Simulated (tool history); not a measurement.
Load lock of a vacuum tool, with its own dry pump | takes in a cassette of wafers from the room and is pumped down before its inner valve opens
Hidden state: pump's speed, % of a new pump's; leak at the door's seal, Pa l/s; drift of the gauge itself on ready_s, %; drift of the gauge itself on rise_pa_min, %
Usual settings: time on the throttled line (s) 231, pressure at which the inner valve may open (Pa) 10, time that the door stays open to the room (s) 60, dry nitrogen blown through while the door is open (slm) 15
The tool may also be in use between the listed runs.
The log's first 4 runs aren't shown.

run    hour  time on the throttled line (s)  pressure at which the inner valve may open (Pa)  time that the door stays open to the room (s)  dry nitrogen blown through while the door is open (slm)  hours that the pump has run since its overhaul  times that the door has closed on its seal  incoming humidity of the room's air, %  time from the closed door until the inner valve may open (s)  rise of the pressure with all valves shut (Pa/min)
  5   440.7                             426                                               10                                             60                                                       15                                            9180                                        1307                                      44                                                         463.7                                               0.037
  6   510.1                             426                                               10                                             60                                                       15                                            9250                                        1468                                    45.2                                                           463                                               0.039
  7   635.2                             426                                               11                                             60                                                       15                                            9375                                        1757                                    46.9                                                         463.2                                               0.042
  8   710.9                             231                                               10                                             60                                                       15                                            9451                                        1932                                    44.2                                                         286.2                                               0.037
      782.3  -- dry pump taken out, an overhauled one fitted
  9   789.1                             231                                               10                                             60                                                       15                                               7                                        2099                                    43.6                                                         285.2                                               0.035
 10     860                             231                                                8                                             60                                                       15                                              78                                        2263                                    46.2                                                         287.7                                                0.04
 11  1012.8                             231                                                8                                             60                                                       15                                             231                                        2617                                    42.4                                                         287.7                                               0.037
 12  1083.1                             231                                                8                                             60                                                       15                                             301                                        2780                                      45                                                         288.1                                               0.041
 13  1234.7                             231                                               17                                             60                                                       15                                             452                                        3131                                    43.7                                                         280.3                                               0.034
 14  1373.8                             231                                               10                                            157                                                       15                                             592                                        3452                                    43.6                                                         284.4                                               0.072
 15  1519.9                             231                                               14                                            157                                                       15                                             738                                        3791                                    46.4                                                           283                                               0.073
 16  1629.6                             231                                               14                                            157                                                       15                                             847                                        4044                                    42.8                                                         283.7                                               0.066
 17    1723                             231                                               14                                            157                                                       15                                             941                                        4261                                    43.8                                                         282.6                                               0.069
 18  1873.3                             231                                               10                                             60                                                       12                                            1091                                        4608                                    44.4                                                           285                                               0.041
 19    1970                             231                                               10                                             60                                                       15                                            1188                                        4832                                    43.2                                                         285.6                                               0.038
 20  2072.1                             231                                               10                                             60                                                       15                                            1290                                        5069                                    48.9                                                         285.4                                               0.043
 21  2150.1                             133                                               18                                             60                                                       15                                            1368                                        5249                                    43.9                                                         191.5                                               0.039
 22  2278.8                             231                                               10                                             60                                                       44                                            1496                                        5547                                    41.9                                                         285.9                                               0.022
 23    2435                             231                                               10                                             60                                                       44                                            1653                                        5908                                    46.5                                                         285.8                                               0.023

The next listed run, before its measurement:
 24  2503.8                             231                                               10                                             32                                                        5                                            1722                                        6068                                    43.5                                                             ?                                                   ?

{"run 24": {"time from the closed door until the inner valve may open (s)": 285, "rise of the pressure with all valves shut (Pa/min)": 0.032}}
Without the tool's hidden state the same run would have given time from the closed door until the inner valve may open (s) 285, rise of the pressure with all valves shut (Pa/min) 0.032.
